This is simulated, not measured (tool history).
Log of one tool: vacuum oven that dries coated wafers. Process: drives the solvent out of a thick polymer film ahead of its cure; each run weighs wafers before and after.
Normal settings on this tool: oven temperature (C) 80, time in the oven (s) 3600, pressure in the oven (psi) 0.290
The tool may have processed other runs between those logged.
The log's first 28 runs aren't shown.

| run | hour | oven temperature (C) | time in the oven (s) | pressure in the oven (psi) | hours of work since the thermocouples were calibrated | hours of work since the vacuum gauge was cleaned of residue | solvent left in the film (%) |
|---|---|---|---|---|---|---|---|
| 29 | 721.5 | 80 | 3600 | 0.973 | 813 | 637 | 3.67 |
| 30 | 742.4 | 80 | 2400 | 0.290 | 825 | 649 | 2.30 |
| 31 | 763.4 | 76 | 3600 | 0.270 | 836 | 660 | 1.87 |
| 32 | 782.5 | 79 | 4440 | 0.190 | 847 | 671 | 1.12 |
| 33 | 797.4 | 91 | 4440 | 0.428 | 855 | 679 | 0.98 |
| 34 | 817.3 | 70 | 3600 | 0.418 | 866 | 690 | 3.55 |
| 35 | 836.4 | 94 | 3600 | 0.290 | 876 | 700 | 0.65 |
| 36 | 852.6 | 79 | 3600 | 0.290 | 885 | 709 | 1.66 |
| 37 | 876.1 | 91 | 5340 | 0.970 | 898 | 722 | 2.14 |
| 38 | 892.8 | 91 | 5340 | 0.669 | 907 | 731 | 1.55 |
| 39 | 915.3 | 72 | 3600 | 0.290 | 919 | 744 | 2.75 |
| 40 | 937.8 | 72 | 5820 | 0.290 | 932 | 756 | 1.87 |
| 41 | 960.0 | 78 | 6120 | 0.815 | 944 | 768 | 3.10 |
| 42 | 995.2 | 78 | 3900 | 0.419 | 963 | 787 | 2.03 |

What if the next run were any one of these 4? Each begins from the tool's condition after run 42:
| A | 1023.1 | 70 | 5640 | 0.589 | 979 | 803 | ? |
| B | 1023.1 | 73 | 2640 | 0.526 | 979 | 803 | ? |
| C | 1023.1 | 91 | 6420 | 1.125 | 979 | 803 | ? |
| D | 1023.1 | 93 | 3900 | 0.190 | 979 | 803 | ? |

| run | solvent left in the film (%) |
|---|---|
| A | 3.70 |
| B | 4.28 |
| C | 2.60 |
| D | 0.50 |
Had the tool no hidden state, the same runs would have come out as:
| run | solvent left in the film (%) |
|---|---|
| A | 3.34 |
| B | 3.94 |
| C | 2.43 |
| D | 0.39 |
